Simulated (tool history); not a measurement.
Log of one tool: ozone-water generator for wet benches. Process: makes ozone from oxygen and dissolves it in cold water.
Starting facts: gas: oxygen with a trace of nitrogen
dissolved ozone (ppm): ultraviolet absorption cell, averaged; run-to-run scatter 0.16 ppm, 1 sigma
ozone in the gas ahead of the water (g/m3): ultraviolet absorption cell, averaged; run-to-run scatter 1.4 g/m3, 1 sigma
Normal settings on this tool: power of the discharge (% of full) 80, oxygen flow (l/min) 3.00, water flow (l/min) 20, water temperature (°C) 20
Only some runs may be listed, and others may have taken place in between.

run	day	power of the discharge (% of full)	oxygen flow (l/min)	water flow (l/min)	water temperature (°C)	dissolved ozone (ppm)	ozone in the gas ahead of the water (g/m3)
1	0.000	80	3.00	20	20	20.6	252.2
2	6.167	80	3.00	20	20	20.7	251.9
3	10.012	80	3.50	20	20	20.8	229.1
4	13.850	80	3.50	20	20	20.7	227.6
# day 17.604: water thermometer calibrated
5	20.250	80	2.21	20	20	20.1	303.5
6	24.629	80	2.21	20	20	20.0	301.7
7	27.946	52	3.00	20	20	13.7	168.9
8	33.088	52	2.79	20	20	13.7	175.5
9	38.117	52	2.79	20	20	14.0	175.5
10	43.942	80	3.00	20	20	20.4	250.2
11	50.488	80	3.00	20	26	19.2	249.2
12	56.333	80	5.28	12	20	28.3	174.3
13	60.858	80	4.34	27	24	15.4	198.1
14	64.133	80	4.34	27	24	15.5	196.9
15	69.883	80	4.34	27	24	15.6	196.7
16	74.683	80	4.34	27	24	15.5	196.3
17	77.512	80	4.34	27	24	15.3	196.1
18	82.754	47	1.73	20	22	11.6	213.9

Forecast run 19:
19	86.888	47	1.73	20	22	?	?

For run 19 the tool returned dissolved ozone (ppm) 11.6, ozone in the gas ahead of the water (g/m3) 212.1.
The same run, on a tool lacking any hidden state, would have yielded dissolved ozone (ppm) 11.7, ozone in the gas ahead of the water (g/m3) 216.1.
